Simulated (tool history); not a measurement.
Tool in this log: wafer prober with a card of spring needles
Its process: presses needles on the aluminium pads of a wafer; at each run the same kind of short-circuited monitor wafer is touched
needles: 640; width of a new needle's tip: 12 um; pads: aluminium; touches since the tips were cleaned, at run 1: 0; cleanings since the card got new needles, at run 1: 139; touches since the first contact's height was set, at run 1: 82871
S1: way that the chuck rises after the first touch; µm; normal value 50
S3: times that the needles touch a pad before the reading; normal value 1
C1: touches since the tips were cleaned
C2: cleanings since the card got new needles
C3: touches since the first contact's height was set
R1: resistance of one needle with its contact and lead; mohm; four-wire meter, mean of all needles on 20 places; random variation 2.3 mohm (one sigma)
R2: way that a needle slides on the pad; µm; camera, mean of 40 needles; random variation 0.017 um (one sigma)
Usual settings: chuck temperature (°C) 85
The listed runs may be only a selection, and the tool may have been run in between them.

run 1 hour=0 | S1=50 chuck_temperature_(°C)=85 S3=1 | C1=0 C2=139 C3=82871 | R1=282 R2=9.42
-- hour=15.7 tips cleaned on abrasive film
-- hour=31.4 tips cleaned on abrasive film
-- hour=51.1 tips cleaned on abrasive film
-- hour=70.7 tips cleaned on abrasive film
-- hour=90.3 tips cleaned on abrasive film
run 2 hour=98.7 | S1=50 chuck_temperature_(°C)=85 S3=1 | C1=3102 C2=144 C3=119257 | R1=362 R2=9.36
-- hour=106.6 tips cleaned on abrasive film
-- hour=126.2 tips cleaned on abrasive film
-- hour=145.8 tips cleaned on abrasive film
run 3 hour=156 | S1=50 chuck_temperature_(°C)=85 S3=2 | C1=3774 C2=147 C3=140398 | R1=324 R2=9.29
-- hour=163.9 tips cleaned on abrasive film
-- hour=175.9 height of the first contact set anew
-- hour=183.8 tips cleaned on abrasive film
-- hour=203.4 tips cleaned on abrasive film
-- hour=223.1 tips cleaned on abrasive film
-- hour=242.7 tips cleaned on abrasive film
run 4 hour=249.7 | S1=50 chuck_temperature_(°C)=85 S3=2 | C1=2606 C2=152 C3=27207 | R1=322 R2=9.02
-- hour=261.5 tips cleaned on abrasive film
-- hour=281.1 tips cleaned on abrasive film
-- hour=300.8 tips cleaned on abrasive film
-- hour=316.5 tips cleaned on abrasive film
-- hour=335.3 tips cleaned on abrasive film
run 5 hour=335.3 | S1=50 chuck_temperature_(°C)=85 S3=2 | C1=0 C2=157 C3=58736 | R1=281 R2=8.96
-- hour=354.9 tips cleaned on abrasive film
-- hour=374.5 tips cleaned on abrasive film
-- hour=390.2 tips cleaned on abrasive film
-- hour=409.8 tips cleaned on abrasive film
run 6 hour=417.9 | S1=50 chuck_temperature_(°C)=85 S3=2 | C1=2991 C2=161 C3=89221 | R1=333 R2=8.84
-- hour=425.8 tips cleaned on abrasive film
-- hour=441.5 tips cleaned on abrasive film
-- hour=461.2 tips cleaned on abrasive film
-- hour=478.7 tips cleaned on abrasive film
run 7 hour=478.7 | S1=50 chuck_temperature_(°C)=85 S3=2 | C1=0 C2=165 C3=111603 | R1=280 R2=8.78
-- hour=498.3 tips cleaned on abrasive film
-- hour=517.9 tips cleaned on abrasive film
run 8 hour=528 | S1=50 chuck_temperature_(°C)=85 S3=1 | C1=3714 C2=167 C3=129787 | R1=406 R2=8.75
-- hour=535.9 tips cleaned on abrasive film
-- hour=555.5 tips cleaned on abrasive film
-- hour=571.2 tips cleaned on abrasive film
-- hour=575.4 height of the first contact set anew
-- hour=591.1 tips cleaned on abrasive film
-- hour=610.7 tips cleaned on abrasive film
run 9 hour=620.4 | S1=50 chuck_temperature_(°C)=85 S3=1 | C1=3585 C2=172 C3=16609 | R1=363 R2=9.59
-- hour=628.3 tips cleaned on abrasive film
-- hour=644 tips cleaned on abrasive film
-- hour=663.6 tips cleaned on abrasive film
-- hour=683.3 tips cleaned on abrasive film
run 10 hour=690.3 | S1=50 chuck_temperature_(°C)=85 S3=1 | C1=2593 C2=176 C3=42355 | R1=348 R2=9.49
-- hour=702.1 tips cleaned on abrasive film
-- hour=717.8 tips cleaned on abrasive film
-- hour=737.4 tips cleaned on abrasive film
-- hour=753.3 height of the first contact set anew, once more
-- hour=757.3 tips cleaned on abrasive film
run 11 hour=758.5 | S1=50 chuck_temperature_(°C)=85 S3=1 | C1=425 C2=180 C3=1872 | R1=300 R2=9.62
-- hour=774.2 tips cleaned on abrasive film
-- hour=793.8 tips cleaned on abrasive film
-- hour=813.4 tips cleaned on abrasive film
-- hour=832 tips cleaned on abrasive film
run 12 hour=832 | S1=50 chuck_temperature_(°C)=85 S3=1 | C1=0 C2=184 C3=28975 | R1=278 R2=9.56
-- hour=851.6 tips cleaned on abrasive film
-- hour=867.3 tips cleaned on abrasive film
run 13 hour=879.8 | S1=50 chuck_temperature_(°C)=85 S3=1 | C1=4617 C2=186 C3=46616 | R1=396 R2=9.52
-- hour=883.8 tips cleaned on abrasive film
-- hour=903.4 tips cleaned on abrasive film
-- hour=920.2 tips cleaned on abrasive film
run 14 hour=920.2 | S1=50 chuck_temperature_(°C)=40 S3=1 | C1=0 C2=189 C3=61484 | R1=272 R2=9.45
-- hour=939.8 tips cleaned on abrasive film
-- hour=959.4 tips cleaned on abrasive film
-- hour=979 tips cleaned on abrasive film
-- hour=998.7 tips cleaned on abrasive film
run 15 hour=1002.4 | S1=67 chuck_temperature_(°C)=68 S3=1 | C1=1400 C2=193 C3=91824 | R1=300 R2=12.66
-- hour=1018.2 tips cleaned on abrasive film
-- hour=1037.8 tips cleaned on abrasive film
-- hour=1057.4 tips cleaned on abrasive film
-- hour=1077 tips cleaned on abrasive film
run 16 hour=1078.7 | S1=45 chuck_temperature_(°C)=110 S3=3 | C1=631 C2=197 C3=119949 | R1=301 R2=8.34
-- hour=1094.4 tips cleaned on abrasive film
-- hour=1114 tips cleaned on abrasive film
-- hour=1129.8 tips cleaned on abrasive film
-- hour=1149.4 tips cleaned on abrasive film
run 17 hour=1150.7 | S1=45 chuck_temperature_(°C)=110 S3=3 | C1=496 C2=201 C3=146491 | R1=301 R2=8.3
-- hour=1154.9 height of the first contact set anew
-- hour=1166.7 tips cleaned on abrasive film
-- hour=1186.3 tips cleaned on abrasive film
-- hour=1202.1 tips cleaned on abrasive film
run 18 hour=1217.3 | S1=45 chuck_temperature_(°C)=31 S3=3 | C1=5639 C2=204 C3=23004 | R1=323 R2=8.62
-- hour=1221.3 tips cleaned on abrasive film
-- hour=1240.9 tips cleaned on abrasive film
-- hour=1260.5 tips cleaned on abrasive film
run 19 hour=1270.2 | S1=52 chuck_temperature_(°C)=85 S3=2 | C1=3602 C2=207 C3=42524 | R1=329 R2=9.93
-- hour=1278.2 tips cleaned on abrasive film
-- hour=1297.8 tips cleaned on abrasive film
-- hour=1313.5 tips cleaned on abrasive film
-- hour=1329.2 tips cleaned on abrasive film
-- hour=1348.8 tips cleaned on abrasive film
run 20 hour=1360.6 | S1=30 chuck_temperature_(°C)=49 S3=2 | C1=4375 C2=212 C3=75842 | R1=505 R2=5.55
-- hour=1364.6 tips cleaned on abrasive film
-- hour=1380.3 tips cleaned on abrasive film
-- hour=1400 tips cleaned on abrasive film
-- hour=1419.6 tips cleaned on abrasive film
-- hour=1439.2 tips cleaned on abrasive film
run 21 hour=1441.6 | S1=30 chuck_temperature_(°C)=49 S3=1 | C1=880 C2=217 C3=105662 | R1=414 R2=5.5
-- hour=1457.3 tips cleaned on abrasive film
-- hour=1476.9 tips cleaned on abrasive film
run 22 hour=1484.9 | S1=40 chuck_temperature_(°C)=32 S3=1 | C1=2951 C2=219 C3=121637 | R1=437 R2=7.41
-- hour=1492.8 tips cleaned on abrasive film
-- hour=1512.5 tips cleaned on abrasive film
run 23 hour=1527.9 | S1=54 chuck_temperature_(°C)=32 S3=1 | C1=5729 C2=221 C3=137516 | R1=398 R2=10.04
-- hour=1531.9 tips cleaned on abrasive film
-- hour=1551.5 tips cleaned on abrasive film
-- hour=1555.7 height of the first contact set anew
-- hour=1571.5 tips cleaned on abrasive film
run 24 hour=1578.1 | S1=54 chuck_temperature_(°C)=32 S3=2 | C1=2476 C2=224 C3=8264 | R1=304 R2=10.37
-- hour=1589.9 tips cleaned on abrasive film
-- hour=1605.7 tips cleaned on abrasive film
-- hour=1625.3 tips cleaned on abrasive film
-- hour=1644.9 tips cleaned on abrasive film
run 25 hour=1657 | S1=54 chuck_temperature_(°C)=32 S3=2 | C1=4472 C2=228 C3=37337 | R1=332 R2=10.31
-- hour=1661 tips cleaned on abrasive film
-- hour=1676.7 tips cleaned on abrasive film
-- hour=1696.3 tips cleaned on abrasive film
-- hour=1712 tips cleaned on abrasive film
-- hour=1731.6 tips cleaned on abrasive film
-- hour=1751.2 tips cleaned on abrasive film
run 26 hour=1752.2 | S1=50 chuck_temperature_(°C)=57 S3=2 | C1=354 C2=234 C3=72416 | R1=283 R2=9.43
-- hour=1767.9 tips cleaned on abrasive film
-- hour=1783.6 tips cleaned on abrasive film
-- hour=1803.3 tips cleaned on abrasive film
-- hour=1819 tips cleaned on abrasive film
run 27 hour=1827.6 | S1=40 chuck_temperature_(°C)=57 S3=2 | C1=3205 C2=238 C3=100225 | R1=380 R2=7.46

Forecast each of these 3 alternatives for the next run:
-- hour=1835.5 tips cleaned on abrasive film
-- hour=1851.2 tips cleaned on abrasive film
-- hour=1870.9 tips cleaned on abrasive film
-- hour=1886.6 tips cleaned on abrasive film
-- hour=1906.2 tips cleaned on abrasive film
run A hour=1909.6 | S1=40 chuck_temperature_(°C)=125 S3=2 | C1=1262 C2=243 C3=130430 | R1=? R2=?
-- hour=1835.5 tips cleaned on abrasive film
-- hour=1851.2 tips cleaned on abrasive film
-- hour=1870.9 tips cleaned on abrasive film
-- hour=1886.6 tips cleaned on abrasive film
-- hour=1906.2 tips cleaned on abrasive film
run B hour=1909.6 | S1=69 chuck_temperature_(°C)=85 S3=3 | C1=1262 C2=243 C3=130430 | R1=? R2=?
-- hour=1835.5 tips cleaned on abrasive film
-- hour=1851.2 tips cleaned on abrasive film
-- hour=1870.9 tips cleaned on abrasive film
-- hour=1886.6 tips cleaned on abrasive film
-- hour=1906.2 tips cleaned on abrasive film
run C hour=1909.6 | S1=36 chuck_temperature_(°C)=87 S3=2 | C1=1262 C2=243 C3=130430 | R1=? R2=?

run=A R1=342 R2=7.34
run=B R1=277 R2=12.92
run=C R1=348 R2=6.59
Stripped of hidden state, with their random variation kept, the same runs would have yielded:
run=A R1=278 R2=7.68
run=B R1=259 R2=13.26
run=C R1=268 R2=6.94

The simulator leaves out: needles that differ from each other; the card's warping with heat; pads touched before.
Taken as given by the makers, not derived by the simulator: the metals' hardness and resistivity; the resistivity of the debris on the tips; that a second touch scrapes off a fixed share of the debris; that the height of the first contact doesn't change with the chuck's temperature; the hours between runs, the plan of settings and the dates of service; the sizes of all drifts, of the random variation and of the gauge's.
